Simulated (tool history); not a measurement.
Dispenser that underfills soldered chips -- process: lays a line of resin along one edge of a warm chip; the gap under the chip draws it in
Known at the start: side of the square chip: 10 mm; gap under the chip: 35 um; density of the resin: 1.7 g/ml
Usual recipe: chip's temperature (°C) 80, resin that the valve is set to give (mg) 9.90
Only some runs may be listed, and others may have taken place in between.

run,hour,chip's temperature (°C),resin that the valve is set to give (mg),time until the resin shows at the far edge (s),resin that the valve gave (mg)
1,0.0,80,9.90,314.4,9.91
# hour 1.7: new syringe of resin
2,4.7,80,9.83,217.1,9.78
3,8.1,80,9.83,254.8,9.82
# hour 13.9: new syringe of resin
4,14.5,80,9.90,189.6,9.87
5,18.5,80,9.90,231.0,9.92
6,23.2,80,9.90,288.8,9.83
# hour 26.0: new syringe of resin
7,27.9,80,9.90,207.3,9.84
8,34.2,80,9.90,276.3,9.89
# hour 38.2: new syringe of resin
9,40.8,80,9.90,202.8,9.79
10,45.4,80,9.90,256.8,9.82
# hour 50.5: new syringe of resin
11,50.5,80,10.18,185.2,10.03
12,54.5,80,10.18,230.0,10.06
13,58.7,80,10.18,278.0,10.11
# hour 62.6: new syringe of resin
14,63.8,80,10.18,202.5,10.06
15,68.8,75,9.90,310.9,9.74
# hour 74.7: new syringe of resin
16,74.7,75,9.90,226.7,9.72
17,78.9,75,9.90,277.9,9.68
18,83.0,80,8.97,281.5,8.85
# hour 86.8: new syringe of resin
19,86.8,92,8.97,119.7,8.79
20,91.7,92,8.97,150.6,8.80
21,96.9,86,10.17,240.5,9.98
# hour 98.9: new syringe of resin
22,100.5,90,9.90,139.2,9.71
23,106.9,88,9.90,201.0,9.67
# hour 111.1: new syringe of resin
24,113.0,88,10.39,151.8,10.14
25,117.1,88,10.39,183.9,10.12
# hour 119.0: dispensing valve cleaned and set on the balance
# hour 124.1: new syringe of resin
26,124.1,93,9.53,111.5,9.57
27,128.8,80,8.65,235.0,8.64
28,132.6,75,8.49,351.4,8.51
# hour 136.1: new syringe of resin
29,136.3,75,8.49,231.1,8.45
30,139.8,80,9.11,225.2,9.08
31,143.7,91,9.11,177.1,9.05
# hour 148.5: new syringe of resin
32,149.7,71,9.88,284.9,9.81
33,156.1,85,11.43,217.3,11.36
# hour 160.7: new syringe of resin
34,162.4,95,11.16,114.1,11.05
35,166.9,79,10.59,258.7,10.44

For each run, the measured value with the value that run would have given without the tool's hidden condition subtracted. The run-to-run variation is shared by both, the gauge scatter possibly not:
The tool's hidden condition here consists of: resin's viscosity, % of fresh resin's; dose that the valve gives, % of what is set; true chip temperature over the reading, C; drift of the gauge itself on fill_s, %; drift of the gauge itself on given_mg, %.
run,time until the resin shows at the far edge (s),resin that the valve gave (mg)
1,+118.0,+0.01
2,+16.5,+0.00
3,+56.1,-0.01
4,-7.4,-0.02
5,+32.5,-0.03
6,+91.2,-0.04
7,+9.9,-0.05
8,+82.4,-0.06
9,+9.1,-0.08
10,+60.5,-0.09
11,-13.0,-0.10
12,+27.6,-0.11
13,+77.4,-0.13
14,+2.4,-0.13
15,+69.6,-0.14
16,-17.8,-0.15
17,+33.6,-0.17
18,+79.1,-0.16
19,-7.0,-0.17
20,+25.1,-0.17
21,+84.2,-0.21
22,+2.1,-0.21
23,+56.1,-0.22
24,+6.7,-0.25
25,+40.3,-0.26
26,-8.1,-0.01
27,+33.3,-0.01
28,+99.6,-0.01
29,-15.9,-0.03
30,+22.7,-0.03
31,+46.2,-0.04
32,-6.5,-0.06
33,+54.7,-0.08
34,+1.6,-0.10
35,+52.6,-0.11
